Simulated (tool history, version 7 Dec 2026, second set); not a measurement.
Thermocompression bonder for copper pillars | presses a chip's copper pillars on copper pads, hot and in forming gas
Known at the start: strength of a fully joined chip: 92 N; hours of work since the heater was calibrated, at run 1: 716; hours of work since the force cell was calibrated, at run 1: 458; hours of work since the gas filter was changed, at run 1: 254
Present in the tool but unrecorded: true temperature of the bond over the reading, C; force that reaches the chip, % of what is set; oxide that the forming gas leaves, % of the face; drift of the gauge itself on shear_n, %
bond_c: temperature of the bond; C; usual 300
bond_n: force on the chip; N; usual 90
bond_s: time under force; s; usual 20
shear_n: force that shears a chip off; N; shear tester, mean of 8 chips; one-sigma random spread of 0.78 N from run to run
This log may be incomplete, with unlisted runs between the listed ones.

run,hour,bond_c,bond_n,bond_s,hours of work since the heater was calibrated,hours of work since the force cell was calibrated,hours of work since the gas filter was changed,shear_n
1,0.0,300,90,20,716,458,254,59.8
2,20.5,300,90,20,732,474,270,58.6
3,40.9,300,90,20,748,490,286,60.8
4,65.5,300,90,20,767,509,305,61.2
5,91.2,300,90,20,787,529,325,59.2
6,119.6,300,90,20,810,551,348,58.6
7,139.7,300,90,20,825,567,363,59.4
8,166.2,300,90,31,846,588,384,65.3
# hour 186.5: forming gas filter changed
9,190.4,300,90,31,865,606,3,67.3
10,203.9,300,80,20,875,617,14,56.2
11,215.4,300,80,20,884,626,23,56.7
12,243.8,300,90,14,907,648,45,53.9
13,265.0,300,122,14,923,665,62,61.1
14,283.2,324,122,14,937,679,76,74.1
15,306.0,324,122,14,955,697,94,74.2
16,323.3,324,122,46,969,711,107,86.9
# hour 333.2: force cell calibrated
17,340.3,324,122,46,981,6,119,87.6
18,355.7,324,122,46,993,18,131,87.7
19,378.5,328,90,10,1011,36,149,64.5
20,405.7,270,77,49,1032,57,171,50.3
21,422.4,270,77,49,1045,70,184,50.1
22,445.0,270,77,49,1063,88,201,50.4
23,464.5,328,57,24,1078,103,217,68.8
24,486.8,328,57,24,1096,120,234,69.0
25,515.0,307,117,20,1118,142,256,70.0
26,540.5,307,117,20,1138,162,276,69.0
27,552.4,276,117,32,1147,172,286,56.4
28,574.1,283,81,24,1164,189,303,48.2
29,589.2,329,129,50,1176,201,314,88.5
30,606.2,300,73,33,1189,214,328,63.7
# hour 619.4: heater calibrated with a thermocouple chip
31,625.8,300,73,33,5,228,342,64.0
32,644.9,307,73,33,20,243,356,66.6
33,656.6,307,73,33,29,252,366,65.7
34,680.9,307,73,33,48,271,385,67.7

Entry by entry between the runs, the difference in hidden state between the last listed run before and the first listed run after:
After run 8, before run 9: forming gas filter changed (hour 186.5)
  oxide that the forming gas leaves, % of the face: 1.13 -> 0.51
After run 16, before run 17: force cell calibrated (hour 333.2)
  force that reaches the chip, % of what is set: 100.4 -> 100; oxide that the forming gas leaves, % of the face: 0.67 -> 0.69
After run 30, before run 31: heater calibrated with a thermocouple chip (hour 619.4)
  true temperature of the bond over the reading, C: -0.7 -> 0; oxide that the forming gas leaves, % of the face: 1.01 -> 1.02

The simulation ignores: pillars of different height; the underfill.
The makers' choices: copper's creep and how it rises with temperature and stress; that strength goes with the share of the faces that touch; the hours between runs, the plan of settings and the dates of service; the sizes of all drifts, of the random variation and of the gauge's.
